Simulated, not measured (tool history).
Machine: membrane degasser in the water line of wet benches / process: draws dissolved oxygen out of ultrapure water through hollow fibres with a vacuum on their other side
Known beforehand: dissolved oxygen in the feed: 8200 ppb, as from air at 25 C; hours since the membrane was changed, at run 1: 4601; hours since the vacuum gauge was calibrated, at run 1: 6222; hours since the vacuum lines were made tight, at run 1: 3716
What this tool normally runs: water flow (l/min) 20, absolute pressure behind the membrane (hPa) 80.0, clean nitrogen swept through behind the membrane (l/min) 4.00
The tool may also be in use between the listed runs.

run,hour,water flow (l/min),absolute pressure behind the membrane (hPa),clean nitrogen swept through behind the membrane (l/min),hours since the membrane was changed,hours since the vacuum gauge was calibrated,hours since the vacuum lines were made tight,dissolved oxygen in the water behind the degasser (ppb),pressure that the water loses in the fibres (hPa)
1,0.0,20,80.0,4.00,4601,6222,3716,240.3,403.1
2,118.2,20,80.0,2.64,4719,6340,3834,272.2,400.4
3,170.8,20,80.0,2.64,4771,6392,3887,268.4,401.2
4,286.6,20,80.0,2.64,4887,6508,4003,269.8,403.0
5,358.7,26,80.0,4.00,4959,6580,4075,386.4,516.6
6,425.0,26,124.5,4.00,5025,6647,4141,452.5,522.1
7,505.2,26,124.5,4.00,5106,6727,4222,462.4,521.8
8,564.3,26,124.5,4.00,5165,6786,4281,456.7,521.2
9,646.0,20,80.0,4.00,5247,6868,4362,243.7,400.5
10,706.8,20,80.0,4.00,5307,6928,4423,243.7,402.2
11,776.8,20,91.0,4.00,5377,6998,4493,254.2,403.0
12,886.9,20,80.0,4.00,5487,7108,4603,241.2,401.4
13,975.4,20,80.0,4.00,5576,7197,4692,244.9,406.2
14,1078.5,20,80.0,4.00,5679,7300,4795,243.6,404.8
15,1190.3,20,80.0,4.00,5791,7412,4907,237.7,405.5
16,1245.7,20,80.0,4.00,5846,7467,4962,240.8,407.0
17,1341.5,20,80.0,4.00,5942,7563,5058,241.5,405.7
18,1418.4,28,82.2,10.54,6019,7640,5135,404.6,564.9
19,1497.0,28,82.2,10.54,6098,7719,5213,398.0,570.0
20,1601.8,28,82.2,10.54,6202,7823,5318,405.3,571.4
# hour 1711.6: seals of the vacuum lines changed
21,1717.5,28,173.5,10.54,6316,7937,6,461.9,568.8
22,1772.2,29,123.3,2.91,6371,7992,61,589.5,590.8
23,1825.9,29,123.3,2.91,6424,8045,114,587.6,589.9
# hour 1868.9: gauge calibrated
24,1937.0,28,51.7,1.80,6536,8157,225,444.3,557.0
25,2004.3,30,80.0,9.49,6603,8224,293,449.6,600.8
26,2103.0,30,80.0,4.00,6701,8323,391,499.6,600.6
27,2167.8,30,80.0,4.00,6766,8387,456,502.4,597.5
28,2265.7,30,80.0,4.00,6864,8485,554,503.4,602.0
# hour 2308.8: vacuum gauge calibrated
29,2350.7,17,170.9,3.23,6949,42,639,297.2,345.2
30,2405.9,20,112.5,3.15,7004,97,694,298.1,402.7
31,2489.4,23,128.3,3.15,7087,181,777,413.0,462.0

A few steps of pressure that the water loses in the fibres (hPa) between consecutive runs. Split each: what settings, incoming material and random variation would produce without the hidden state, and what is left over for the hidden state, along with gauge scatter present in only one of the two compared results (measured, and without hidden state):
The tool's hidden condition here consists of: membrane still open, %; true pressure behind the membrane over the reading, kPa; air that leaks in behind the membrane, l/min; drift of the gauge itself on oxygen_ppb, %; drift of the gauge itself on loss_of_pressure_kpa, %.
Run 8 -> 9: water flow (l/min) 26 -> 20, absolute pressure behind the membrane (hPa) 124.5 -> 80.0. pressure that the water loses in the fibres (hPa) -120.7: hidden state -0.6, all else -120.1.
Run 17 -> 18: water flow (l/min) 20 -> 28, absolute pressure behind the membrane (hPa) 80.0 -> 82.2, clean nitrogen swept through behind the membrane (l/min) 4.00 -> 10.54. pressure that the water loses in the fibres (hPa) +159.2: hidden state +3.5, all else +155.7.
Run 23 -> 24: water flow (l/min) 29 -> 28, absolute pressure behind the membrane (hPa) 123.3 -> 51.7, clean nitrogen swept through behind the membrane (l/min) 2.91 -> 1.80, gauge calibrated. pressure that the water loses in the fibres (hPa) -32.9: hidden state -13.2, all else -19.7.
Run 28 -> 29: water flow (l/min) 30 -> 17, absolute pressure behind the membrane (hPa) 80.0 -> 170.9, clean nitrogen swept through behind the membrane (l/min) 4.00 -> 3.23, vacuum gauge calibrated. pressure that the water loses in the fibres (hPa) -256.8: hidden state -1.4, all else -255.4.

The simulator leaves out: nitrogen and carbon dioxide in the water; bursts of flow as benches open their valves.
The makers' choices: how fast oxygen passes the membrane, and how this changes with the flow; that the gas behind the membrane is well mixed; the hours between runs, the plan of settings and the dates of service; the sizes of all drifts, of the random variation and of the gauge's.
